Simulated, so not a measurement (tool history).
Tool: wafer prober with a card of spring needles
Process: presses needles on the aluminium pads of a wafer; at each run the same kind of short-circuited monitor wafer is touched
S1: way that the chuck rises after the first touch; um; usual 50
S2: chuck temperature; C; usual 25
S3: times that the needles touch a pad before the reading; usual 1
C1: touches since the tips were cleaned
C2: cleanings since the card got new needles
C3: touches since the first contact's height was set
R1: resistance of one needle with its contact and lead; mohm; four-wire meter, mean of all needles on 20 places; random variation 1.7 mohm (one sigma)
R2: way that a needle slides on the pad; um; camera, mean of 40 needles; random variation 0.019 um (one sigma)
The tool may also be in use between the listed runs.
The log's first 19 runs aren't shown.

{"day": 8.208, "done": "tips cleaned on abrasive film"}
{"run": 20, "day": 8.279, "S1": 44, "S2": 46, "S3": 3, "C1": 640, "C2": 27, "C3": 28099, "R1": 177, "R2": 10.39}
{"run": 21, "day": 8.55, "S1": 44, "S2": 25, "S3": 2, "C1": 3095, "C2": 27, "C3": 30554, "R1": 189, "R2": 10.42}
{"run": 22, "day": 9.071, "S1": 31, "S2": 25, "S3": 1, "C1": 7785, "C2": 27, "C3": 35244, "R1": 236, "R2": 7.32}
{"day": 9.112, "done": "tips cleaned on abrasive film"}
{"run": 23, "day": 9.4, "S1": 31, "S2": 25, "S3": 1, "C1": 2593, "C2": 28, "C3": 38171, "R1": 226, "R2": 7.28}
{"run": 24, "day": 9.696, "S1": 38, "S2": 25, "S3": 1, "C1": 5267, "C2": 28, "C3": 40845, "R1": 216, "R2": 8.98}
{"day": 10.004, "done": "tips cleaned on abrasive film"}
{"run": 25, "day": 10.142, "S1": 50, "S2": 25, "S3": 3, "C1": 1249, "C2": 29, "C3": 44824, "R1": 178, "R2": 11.82}
{"run": 26, "day": 10.525, "S1": 59, "S2": 86, "S3": 2, "C1": 4680, "C2": 29, "C3": 48255, "R1": 194, "R2": 13.93}
{"run": 27, "day": 10.854, "S1": 45, "S2": 86, "S3": 2, "C1": 7668, "C2": 29, "C3": 51243, "R1": 204, "R2": 10.64}
{"day": 10.917, "done": "tips cleaned on abrasive film"}
{"run": 28, "day": 11.467, "S1": 51, "S2": 65, "S3": 1, "C1": 4964, "C2": 30, "C3": 56706, "R1": 203, "R2": 12.06}
{"day": 11.825, "done": "tips cleaned on abrasive film"}
{"run": 29, "day": 11.875, "S1": 50, "S2": 25, "S3": 2, "C1": 433, "C2": 31, "C3": 60334, "R1": 174, "R2": 11.75}
{"run": 30, "day": 12.417, "S1": 50, "S2": 25, "S3": 2, "C1": 5311, "C2": 31, "C3": 65212, "R1": 193, "R2": 11.8}
{"day": 12.758, "done": "tips cleaned on abrasive film"}
{"run": 31, "day": 12.879, "S1": 50, "S2": 25, "S3": 2, "C1": 1060, "C2": 32, "C3": 69328, "R1": 179, "R2": 11.79}
{"run": 32, "day": 13.208, "S1": 57, "S2": 86, "S3": 1, "C1": 4057, "C2": 32, "C3": 72325, "R1": 201, "R2": 13.46}
{"run": 33, "day": 13.504, "S1": 57, "S2": 27, "S3": 2, "C1": 6717, "C2": 32, "C3": 74985, "R1": 186, "R2": 13.45}

Forecast each of these 4 alternatives for the next run:
{"day": 13.671, "done": "tips cleaned on abrasive film"}
{"run": "A", "day": 14.104, "S1": 34, "S2": 40, "S3": 1, "C1": 3911, "C2": 33, "C3": 80335, "R1": "?", "R2": "?"}
{"day": 13.671, "done": "tips cleaned on abrasive film"}
{"run": "B", "day": 14.104, "S1": 50, "S2": 25, "S3": 1, "C1": 3911, "C2": 33, "C3": 80335, "R1": "?", "R2": "?"}
{"day": 13.671, "done": "tips cleaned on abrasive film"}
{"run": "C", "day": 14.104, "S1": 46, "S2": 25, "S3": 1, "C1": 3911, "C2": 33, "C3": 80335, "R1": "?", "R2": "?"}
{"day": 13.671, "done": "tips cleaned on abrasive film"}
{"run": "D", "day": 14.104, "S1": 47, "S2": 27, "S3": 2, "C1": 3911, "C2": 33, "C3": 80335, "R1": "?", "R2": "?"}

run=A R1=223 R2=7.99
run=B R1=197 R2=11.78
run=C R1=206 R2=10.81
run=D R1=192 R2=11.07
Without the tool's hidden state the same runs would have given:
run=A R1=174 R2=8.09
run=B R1=169 R2=11.88
run=C R1=174 R2=10.91
run=D R1=173 R2=11.18
